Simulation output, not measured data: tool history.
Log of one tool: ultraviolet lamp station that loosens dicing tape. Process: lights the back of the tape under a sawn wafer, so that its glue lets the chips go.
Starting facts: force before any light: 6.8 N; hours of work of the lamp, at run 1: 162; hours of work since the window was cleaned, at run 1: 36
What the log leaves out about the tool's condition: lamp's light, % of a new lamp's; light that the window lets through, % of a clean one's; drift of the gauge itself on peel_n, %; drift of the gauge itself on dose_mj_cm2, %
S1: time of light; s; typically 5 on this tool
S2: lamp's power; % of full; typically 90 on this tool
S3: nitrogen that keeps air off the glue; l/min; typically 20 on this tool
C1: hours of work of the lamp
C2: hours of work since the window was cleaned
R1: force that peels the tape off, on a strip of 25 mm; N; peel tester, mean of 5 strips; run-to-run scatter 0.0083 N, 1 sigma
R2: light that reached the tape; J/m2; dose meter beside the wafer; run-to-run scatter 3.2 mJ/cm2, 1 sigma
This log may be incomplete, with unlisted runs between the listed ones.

run,hour,S1,S2,S3,C1,C2,R1,R2
1,0.0,5,90,20,162,36,0.405,4640
2,13.8,5,65,20,169,43,0.825,3300
3,34.7,6,90,20,179,54,0.274,5500
4,49.4,5,82,20,187,61,0.503,4180
5,64.4,5,82,20,194,69,0.535,4100
6,78.1,5,82,20,201,76,0.532,4110
7,98.8,4,82,20,211,86,0.835,3220
8,111.7,5,92,20,218,92,0.412,4540
9,123.8,5,92,20,224,99,0.414,4540
10,142.0,6,92,20,233,108,0.270,5390
11,152.6,6,92,20,238,113,0.280,5380
12,169.4,3,87,11,247,121,1.655,2550
13,181.9,3,87,11,253,128,1.695,2570
14,197.2,5,95,20,261,135,0.416,4610
15,213.1,5,90,8,269,143,0.821,4280
16,230.0,5,90,8,277,152,0.825,4310
17,241.1,4,64,24,283,157,1.338,2370

Expected results for the next run?
18,260.4,4,64,24,293,167,?,?

Run 18 measured R1 1.286 N, R2 2450 J/m2.
Without the tool's hidden state the same run would have given R1 0.990 N, R2 2860 J/m2.
